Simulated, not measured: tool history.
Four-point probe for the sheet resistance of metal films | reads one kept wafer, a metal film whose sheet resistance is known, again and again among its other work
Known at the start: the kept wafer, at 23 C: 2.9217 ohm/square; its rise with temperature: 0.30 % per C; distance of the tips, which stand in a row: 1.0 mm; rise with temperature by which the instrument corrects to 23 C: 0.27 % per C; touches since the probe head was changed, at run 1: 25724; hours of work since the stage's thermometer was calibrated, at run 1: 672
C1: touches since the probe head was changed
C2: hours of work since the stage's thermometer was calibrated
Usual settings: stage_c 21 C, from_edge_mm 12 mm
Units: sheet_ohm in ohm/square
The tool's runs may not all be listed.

{"run": 1, "hour": 0.0, "stage_c": 21, "from_edge_mm": 12, "C1": 25724, "C2": 672, "sheet_ohm": 2.940074}
{"run": 2, "hour": 45.9, "stage_c": 21, "from_edge_mm": 37, "C1": 27222, "C2": 696, "sheet_ohm": 2.931768}
{"run": 3, "hour": 96.6, "stage_c": 22, "from_edge_mm": 12, "C1": 28880, "C2": 723, "sheet_ohm": 2.940884}
{"run": 4, "hour": 144.3, "stage_c": 27, "from_edge_mm": 12, "C1": 30435, "C2": 749, "sheet_ohm": 2.945575}
{"run": 5, "hour": 184.2, "stage_c": 27, "from_edge_mm": 12, "C1": 31738, "C2": 770, "sheet_ohm": 2.9442}
{"run": 6, "hour": 205.9, "stage_c": 21, "from_edge_mm": 12, "C1": 32446, "C2": 781, "sheet_ohm": 2.940173}
{"run": 7, "hour": 249.2, "stage_c": 21, "from_edge_mm": 12, "C1": 33859, "C2": 804, "sheet_ohm": 2.940163}
{"run": 8, "hour": 281.5, "stage_c": 21, "from_edge_mm": 12, "C1": 34914, "C2": 822, "sheet_ohm": 2.939198}
{"run": 9, "hour": 328.3, "stage_c": 21, "from_edge_mm": 12, "C1": 36444, "C2": 846, "sheet_ohm": 2.940649}
{"run": 10, "hour": 371.9, "stage_c": 21, "from_edge_mm": 12, "C1": 37867, "C2": 870, "sheet_ohm": 2.940016}
{"run": 11, "hour": 398.3, "stage_c": 34, "from_edge_mm": 12, "C1": 38729, "C2": 884, "sheet_ohm": 2.950124}
{"run": 12, "hour": 437.7, "stage_c": 34, "from_edge_mm": 12, "C1": 40013, "C2": 905, "sheet_ohm": 2.949396}
{"run": 13, "hour": 463.7, "stage_c": 34, "from_edge_mm": 4, "C1": 40863, "C2": 918, "sheet_ohm": 3.033612}
{"run": 14, "hour": 511.5, "stage_c": 34, "from_edge_mm": 4, "C1": 42422, "C2": 944, "sheet_ohm": 3.033076}
{"run": 15, "hour": 535.9, "stage_c": 21, "from_edge_mm": 12, "C1": 43220, "C2": 957, "sheet_ohm": 2.940055}
{"run": 16, "hour": 557.4, "stage_c": 21, "from_edge_mm": 12, "C1": 43922, "C2": 968, "sheet_ohm": 2.938603}
{"run": 17, "hour": 589.6, "stage_c": 21, "from_edge_mm": 12, "C1": 44974, "C2": 985, "sheet_ohm": 2.939084}
{"run": 18, "hour": 624.5, "stage_c": 20, "from_edge_mm": 58, "C1": 46112, "C2": 1004, "sheet_ohm": 2.927781}
{"run": 19, "hour": 660.4, "stage_c": 25, "from_edge_mm": 26, "C1": 47286, "C2": 1023, "sheet_ohm": 2.932589}
{"run": 20, "hour": 683.1, "stage_c": 25, "from_edge_mm": 26, "C1": 48026, "C2": 1035, "sheet_ohm": 2.934882}
{"run": 21, "hour": 733.3, "stage_c": 29, "from_edge_mm": 54, "C1": 49664, "C2": 1062, "sheet_ohm": 2.934582}
{"run": 22, "hour": 759.4, "stage_c": 30, "from_edge_mm": 5, "C1": 50516, "C2": 1076, "sheet_ohm": 2.996545}
{"run": 23, "hour": 793.9, "stage_c": 28, "from_edge_mm": 17, "C1": 51645, "C2": 1094, "sheet_ohm": 2.93908}
{"run": 24, "hour": 826.8, "stage_c": 21, "from_edge_mm": 13, "C1": 52718, "C2": 1111, "sheet_ohm": 2.937758}
{"run": 25, "hour": 851.7, "stage_c": 25, "from_edge_mm": 9, "C1": 53529, "C2": 1125, "sheet_ohm": 2.950634}
{"run": 26, "hour": 892.8, "stage_c": 30, "from_edge_mm": 16, "C1": 54873, "C2": 1146, "sheet_ohm": 2.939855}
{"run": 27, "hour": 942.3, "stage_c": 21, "from_edge_mm": 11, "C1": 56490, "C2": 1173, "sheet_ohm": 2.940634}
{"run": 28, "hour": 989.6, "stage_c": 23, "from_edge_mm": 32, "C1": 58034, "C2": 1198, "sheet_ohm": 2.929933}
{"run": 29, "hour": 1039.1, "stage_c": 23, "from_edge_mm": 24, "C1": 59650, "C2": 1224, "sheet_ohm": 2.930975}
{"run": 30, "hour": 1064.4, "stage_c": 23, "from_edge_mm": 24, "C1": 60476, "C2": 1238, "sheet_ohm": 2.931666}
{"run": 31, "hour": 1110.9, "stage_c": 29, "from_edge_mm": 58, "C1": 61992, "C2": 1262, "sheet_ohm": 2.932403}
{"run": 32, "hour": 1139.2, "stage_c": 27, "from_edge_mm": 17, "C1": 62915, "C2": 1277, "sheet_ohm": 2.93708}
{"run": 33, "hour": 1188.1, "stage_c": 27, "from_edge_mm": 16, "C1": 64513, "C2": 1303, "sheet_ohm": 2.93754}

Forecast each of these 5 alternatives for the next run:
{"run": "A", "hour": 1237.7, "stage_c": 24, "from_edge_mm": 16, "C1": 66133, "C2": 1330, "sheet_ohm": "?"}
{"run": "B", "hour": 1237.7, "stage_c": 27, "from_edge_mm": 53, "C1": 66133, "C2": 1330, "sheet_ohm": "?"}
{"run": "C", "hour": 1237.7, "stage_c": 24, "from_edge_mm": 12, "C1": 66133, "C2": 1330, "sheet_ohm": "?"}
{"run": "D", "hour": 1237.7, "stage_c": 29, "from_edge_mm": 10, "C1": 66133, "C2": 1330, "sheet_ohm": "?"}
{"run": "E", "hour": 1237.7, "stage_c": 25, "from_edge_mm": 65, "C1": 66133, "C2": 1330, "sheet_ohm": "?"}

run=A sheet_ohm=2.934341
run=B sheet_ohm=2.931006
run=C sheet_ohm=2.939745
run=D sheet_ohm=2.947953
run=E sheet_ohm=2.930020
Without the tool's hidden state the same runs would have given:
run=A sheet_ohm=2.928175
run=B sheet_ohm=2.924883
run=C sheet_ohm=2.933567
run=D sheet_ohm=2.941819
run=E sheet_ohm=2.923874
